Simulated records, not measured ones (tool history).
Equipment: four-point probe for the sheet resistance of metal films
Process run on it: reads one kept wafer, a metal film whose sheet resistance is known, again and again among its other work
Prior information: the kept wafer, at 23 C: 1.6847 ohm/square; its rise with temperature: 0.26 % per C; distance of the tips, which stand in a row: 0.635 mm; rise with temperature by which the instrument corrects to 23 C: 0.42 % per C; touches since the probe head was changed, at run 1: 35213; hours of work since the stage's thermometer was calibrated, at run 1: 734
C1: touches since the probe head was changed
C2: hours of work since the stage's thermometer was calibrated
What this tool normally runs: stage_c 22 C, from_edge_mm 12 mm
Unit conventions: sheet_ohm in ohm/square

{"run": 1, "hour": 0.0, "stage_c": 22, "from_edge_mm": 12, "C1": 35213, "C2": 734, "sheet_ohm": 1.691058}
{"run": 2, "hour": 15.1, "stage_c": 22, "from_edge_mm": 12, "C1": 35996, "C2": 745, "sheet_ohm": 1.690472}
{"run": 3, "hour": 32.2, "stage_c": 22, "from_edge_mm": 12, "C1": 36887, "C2": 757, "sheet_ohm": 1.690408}
{"run": 4, "hour": 40.7, "stage_c": 22, "from_edge_mm": 12, "C1": 37328, "C2": 763, "sheet_ohm": 1.690873}
{"run": 5, "hour": 50.7, "stage_c": 22, "from_edge_mm": 12, "C1": 37852, "C2": 770, "sheet_ohm": 1.690092}
{"run": 6, "hour": 62.0, "stage_c": 22, "from_edge_mm": 12, "C1": 38437, "C2": 779, "sheet_ohm": 1.690601}
{"run": 7, "hour": 78.4, "stage_c": 22, "from_edge_mm": 12, "C1": 39293, "C2": 791, "sheet_ohm": 1.690544}
{"run": 8, "hour": 92.9, "stage_c": 22, "from_edge_mm": 12, "C1": 40046, "C2": 801, "sheet_ohm": 1.691317}
{"run": 9, "hour": 100.5, "stage_c": 22, "from_edge_mm": 12, "C1": 40442, "C2": 807, "sheet_ohm": 1.690717}
{"run": 10, "hour": 114.5, "stage_c": 22, "from_edge_mm": 12, "C1": 41169, "C2": 817, "sheet_ohm": 1.691493}
{"run": 11, "hour": 130.0, "stage_c": 22, "from_edge_mm": 12, "C1": 41975, "C2": 828, "sheet_ohm": 1.691163}
{"run": 12, "hour": 142.8, "stage_c": 22, "from_edge_mm": 12, "C1": 42637, "C2": 837, "sheet_ohm": 1.691375}
{"run": 13, "hour": 157.9, "stage_c": 22, "from_edge_mm": 12, "C1": 43427, "C2": 848, "sheet_ohm": 1.690518}
{"run": 14, "hour": 173.1, "stage_c": 22, "from_edge_mm": 12, "C1": 44214, "C2": 859, "sheet_ohm": 1.691102}
{"run": 15, "hour": 182.6, "stage_c": 20, "from_edge_mm": 12, "C1": 44709, "C2": 866, "sheet_ohm": 1.696565}
{"run": 16, "hour": 193.7, "stage_c": 20, "from_edge_mm": 12, "C1": 45287, "C2": 874, "sheet_ohm": 1.696238}
{"run": 17, "hour": 207.6, "stage_c": 22, "from_edge_mm": 6, "C1": 46012, "C2": 885, "sheet_ohm": 1.698591}
{"run": 18, "hour": 221.2, "stage_c": 22, "from_edge_mm": 6, "C1": 46717, "C2": 894, "sheet_ohm": 1.699363}
{"run": 19, "hour": 231.9, "stage_c": 22, "from_edge_mm": 6, "C1": 47273, "C2": 902, "sheet_ohm": 1.698529}
{"run": 20, "hour": 245.4, "stage_c": 22, "from_edge_mm": 12, "C1": 47976, "C2": 912, "sheet_ohm": 1.691557}
{"run": 21, "hour": 260.4, "stage_c": 22, "from_edge_mm": 12, "C1": 48757, "C2": 923, "sheet_ohm": 1.691395}
{"run": 22, "hour": 274.8, "stage_c": 23, "from_edge_mm": 12, "C1": 49505, "C2": 933, "sheet_ohm": 1.688229}
{"run": 23, "hour": 289.2, "stage_c": 22, "from_edge_mm": 74, "C1": 50256, "C2": 944, "sheet_ohm": 1.689253}
{"run": 24, "hour": 300.6, "stage_c": 22, "from_edge_mm": 5, "C1": 50849, "C2": 952, "sheet_ohm": 1.703343}
{"run": 25, "hour": 317.7, "stage_c": 23, "from_edge_mm": 13, "C1": 51734, "C2": 965, "sheet_ohm": 1.687906}
{"run": 26, "hour": 327.7, "stage_c": 18, "from_edge_mm": 44, "C1": 52257, "C2": 972, "sheet_ohm": 1.700087}
{"run": 27, "hour": 336.6, "stage_c": 25, "from_edge_mm": 40, "C1": 52717, "C2": 978, "sheet_ohm": 1.680855}
{"run": 28, "hour": 344.8, "stage_c": 19, "from_edge_mm": 9, "C1": 53145, "C2": 984, "sheet_ohm": 1.701934}
{"hour": 346.8, "done": "stage's thermometer calibrated"}
{"run": 29, "hour": 356.4, "stage_c": 19, "from_edge_mm": 9, "C1": 53720, "C2": 7, "sheet_ohm": 1.701219}
{"run": 30, "hour": 367.1, "stage_c": 19, "from_edge_mm": 9, "C1": 54280, "C2": 15, "sheet_ohm": 1.70206}
{"run": 31, "hour": 379.3, "stage_c": 30, "from_edge_mm": 8, "C1": 54911, "C2": 24, "sheet_ohm": 1.674576}
{"run": 32, "hour": 395.7, "stage_c": 22, "from_edge_mm": 74, "C1": 55769, "C2": 36, "sheet_ohm": 1.688884}
{"run": 33, "hour": 404.1, "stage_c": 18, "from_edge_mm": 69, "C1": 56205, "C2": 42, "sheet_ohm": 1.700843}
{"run": 34, "hour": 413.3, "stage_c": 18, "from_edge_mm": 69, "C1": 56683, "C2": 48, "sheet_ohm": 1.699886}
{"run": 35, "hour": 427.8, "stage_c": 22, "from_edge_mm": 4, "C1": 57438, "C2": 59, "sheet_ohm": 1.711951}
{"run": 36, "hour": 441.4, "stage_c": 27, "from_edge_mm": 12, "C1": 58143, "C2": 69, "sheet_ohm": 1.679486}
{"hour": 452.1, "done": "stage's thermometer calibrated, once more"}
{"run": 37, "hour": 457.9, "stage_c": 27, "from_edge_mm": 12, "C1": 58977, "C2": 4, "sheet_ohm": 1.677344}
{"run": 38, "hour": 473.1, "stage_c": 27, "from_edge_mm": 12, "C1": 59768, "C2": 15, "sheet_ohm": 1.677528}
{"run": 39, "hour": 489.4, "stage_c": 22, "from_edge_mm": 7, "C1": 60613, "C2": 27, "sheet_ohm": 1.695885}
{"run": 40, "hour": 499.3, "stage_c": 32, "from_edge_mm": 18, "C1": 61129, "C2": 34, "sheet_ohm": 1.663654}
{"run": 41, "hour": 507.6, "stage_c": 28, "from_edge_mm": 12, "C1": 61560, "C2": 40, "sheet_ohm": 1.675248}
{"run": 42, "hour": 519.3, "stage_c": 30, "from_edge_mm": 5, "C1": 62170, "C2": 49, "sheet_ohm": 1.6818}
{"run": 43, "hour": 528.9, "stage_c": 20, "from_edge_mm": 14, "C1": 62666, "C2": 56, "sheet_ohm": 1.694906}
{"run": 44, "hour": 538.8, "stage_c": 20, "from_edge_mm": 14, "C1": 63184, "C2": 63, "sheet_ohm": 1.69564}

Branching from run 44: 3 alternative next runs. What would each branch give?
{"run": "A", "hour": 553.2, "stage_c": 20, "from_edge_mm": 28, "C1": 63930, "C2": 73, "sheet_ohm": "?"}
{"run": "B", "hour": 553.2, "stage_c": 21, "from_edge_mm": 7, "C1": 63930, "C2": 73, "sheet_ohm": "?"}
{"run": "C", "hour": 553.2, "stage_c": 20, "from_edge_mm": 5, "C1": 63930, "C2": 73, "sheet_ohm": "?"}

run=A sheet_ohm=1.693885
run=B sheet_ohm=1.698425
run=C sheet_ohm=1.708235
Stripped of hidden state, with their random variation kept, the same runs would have yielded:
run=A sheet_ohm=1.692933
run=B sheet_ohm=1.697471
run=C sheet_ohm=1.707276
